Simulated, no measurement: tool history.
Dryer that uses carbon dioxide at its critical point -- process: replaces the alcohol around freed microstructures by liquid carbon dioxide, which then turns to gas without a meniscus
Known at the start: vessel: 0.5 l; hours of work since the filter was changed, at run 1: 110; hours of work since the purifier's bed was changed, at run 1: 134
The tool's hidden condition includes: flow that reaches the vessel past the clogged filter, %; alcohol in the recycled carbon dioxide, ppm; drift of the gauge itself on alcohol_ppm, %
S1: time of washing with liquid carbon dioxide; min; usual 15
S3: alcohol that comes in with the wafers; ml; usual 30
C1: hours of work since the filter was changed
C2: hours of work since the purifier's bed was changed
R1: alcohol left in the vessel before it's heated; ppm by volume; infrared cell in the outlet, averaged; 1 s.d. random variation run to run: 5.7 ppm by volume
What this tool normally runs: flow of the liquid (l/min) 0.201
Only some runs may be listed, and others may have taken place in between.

{"run": 1, "hour": 0.0, "S1": 15, "flow of the liquid (l/min)": 0.201, "S3": 30, "C1": 110, "C2": 134, "R1": 262}
{"run": 2, "hour": 6.2, "S1": 13, "flow of the liquid (l/min)": 0.201, "S3": 30, "C1": 112, "C2": 137, "R1": 524}
{"run": 3, "hour": 13.3, "S1": 13, "flow of the liquid (l/min)": 0.201, "S3": 30, "C1": 115, "C2": 139, "R1": 521}
{"run": 4, "hour": 17.6, "S1": 11, "flow of the liquid (l/min)": 0.201, "S3": 30, "C1": 116, "C2": 141, "R1": 1109}
{"run": 5, "hour": 26.0, "S1": 15, "flow of the liquid (l/min)": 0.241, "S3": 30, "C1": 120, "C2": 144, "R1": 90}
{"run": 6, "hour": 34.4, "S1": 15, "flow of the liquid (l/min)": 0.241, "S3": 30, "C1": 123, "C2": 148, "R1": 111}
{"run": 7, "hour": 38.7, "S1": 15, "flow of the liquid (l/min)": 0.241, "S3": 30, "C1": 125, "C2": 149, "R1": 99}
{"run": 8, "hour": 45.9, "S1": 15, "flow of the liquid (l/min)": 0.241, "S3": 30, "C1": 128, "C2": 152, "R1": 99}
{"run": 9, "hour": 49.6, "S1": 15, "flow of the liquid (l/min)": 0.165, "S3": 30, "C1": 129, "C2": 154, "R1": 760}
{"run": 10, "hour": 55.8, "S1": 15, "flow of the liquid (l/min)": 0.201, "S3": 49, "C1": 132, "C2": 156, "R1": 444}
{"run": 11, "hour": 63.2, "S1": 15, "flow of the liquid (l/min)": 0.201, "S3": 49, "C1": 134, "C2": 159, "R1": 438}
{"run": 12, "hour": 68.4, "S1": 15, "flow of the liquid (l/min)": 0.201, "S3": 49, "C1": 136, "C2": 161, "R1": 453}
{"run": 13, "hour": 77.7, "S1": 15, "flow of the liquid (l/min)": 0.201, "S3": 37, "C1": 140, "C2": 165, "R1": 353}
{"run": 14, "hour": 82.5, "S1": 15, "flow of the liquid (l/min)": 0.201, "S3": 37, "C1": 142, "C2": 167, "R1": 343}
{"run": 15, "hour": 88.7, "S1": 15, "flow of the liquid (l/min)": 0.201, "S3": 37, "C1": 144, "C2": 169, "R1": 354}
{"run": 16, "hour": 96.0, "S1": 17, "flow of the liquid (l/min)": 0.201, "S3": 37, "C1": 147, "C2": 172, "R1": 180}
{"run": 17, "hour": 105.1, "S1": 15, "flow of the liquid (l/min)": 0.201, "S3": 30, "C1": 151, "C2": 176, "R1": 286}
{"run": 18, "hour": 109.5, "S1": 15, "flow of the liquid (l/min)": 0.201, "S3": 30, "C1": 153, "C2": 177, "R1": 297}
{"run": 19, "hour": 116.8, "S1": 11, "flow of the liquid (l/min)": 0.238, "S3": 60, "C1": 156, "C2": 180, "R1": 1046}
{"run": 20, "hour": 122.4, "S1": 10, "flow of the liquid (l/min)": 0.303, "S3": 60, "C1": 158, "C2": 182, "R1": 459}
{"run": 21, "hour": 127.2, "S1": 10, "flow of the liquid (l/min)": 0.303, "S3": 60, "C1": 160, "C2": 184, "R1": 462}
{"run": 22, "hour": 132.3, "S1": 22, "flow of the liquid (l/min)": 0.159, "S3": 34, "C1": 162, "C2": 186, "R1": 181}
{"run": 23, "hour": 138.8, "S1": 15, "flow of the liquid (l/min)": 0.212, "S3": 30, "C1": 164, "C2": 189, "R1": 236}
{"run": 24, "hour": 145.8, "S1": 15, "flow of the liquid (l/min)": 0.212, "S3": 30, "C1": 167, "C2": 192, "R1": 238}
{"run": 25, "hour": 149.8, "S1": 14, "flow of the liquid (l/min)": 0.13, "S3": 50, "C1": 169, "C2": 193, "R1": 4467}
{"run": 26, "hour": 153.7, "S1": 12, "flow of the liquid (l/min)": 0.213, "S3": 93, "C1": 170, "C2": 195, "R1": 2019}
{"run": 27, "hour": 159.8, "S1": 12, "flow of the liquid (l/min)": 0.213, "S3": 93, "C1": 172, "C2": 197, "R1": 1923}
{"run": 28, "hour": 165.2, "S1": 15, "flow of the liquid (l/min)": 0.284, "S3": 105, "C1": 175, "C2": 199, "R1": 108}
{"run": 29, "hour": 173.8, "S1": 15, "flow of the liquid (l/min)": 0.284, "S3": 37, "C1": 178, "C2": 203, "R1": 49}
{"run": 30, "hour": 181.4, "S1": 15, "flow of the liquid (l/min)": 0.284, "S3": 37, "C1": 181, "C2": 206, "R1": 52}
{"run": 31, "hour": 190.7, "S1": 23, "flow of the liquid (l/min)": 0.184, "S3": 52, "C1": 185, "C2": 209, "R1": 86}
{"run": 32, "hour": 197.8, "S1": 9, "flow of the liquid (l/min)": 0.342, "S3": 20, "C1": 187, "C2": 212, "R1": 162}
{"run": 33, "hour": 202.7, "S1": 9, "flow of the liquid (l/min)": 0.342, "S3": 20, "C1": 189, "C2": 214, "R1": 162}
{"run": 34, "hour": 206.8, "S1": 19, "flow of the liquid (l/min)": 0.134, "S3": 74, "C1": 191, "C2": 216, "R1": 2017}

5 options for the next run, each taken on its own from the tool as it stands now. Forecast them:
{"run": "A", "hour": 216.2, "S1": 14, "flow of the liquid (l/min)": 0.306, "S3": 31, "C1": 195, "C2": 219, "R1": "?"}
{"run": "B", "hour": 216.2, "S1": 11, "flow of the liquid (l/min)": 0.304, "S3": 73, "C1": 195, "C2": 219, "R1": "?"}
{"run": "C", "hour": 216.2, "S1": 14, "flow of the liquid (l/min)": 0.217, "S3": 22, "C1": 195, "C2": 219, "R1": "?"}
{"run": "D", "hour": 216.2, "S1": 15, "flow of the liquid (l/min)": 0.15, "S3": 30, "C1": 195, "C2": 219, "R1": "?"}
{"run": "E", "hour": 216.2, "S1": 15, "flow of the liquid (l/min)": 0.21, "S3": 30, "C1": 195, "C2": 219, "R1": "?"}

run=A R1=52
run=B R1=355
run=C R1=230
run=D R1=1318
run=E R1=270
Take away the tool's hidden state, keep each run's random variation, and the runs would have read:
run=A R1=16
run=B R1=183
run=C R1=124
run=D R1=881
run=E R1=147
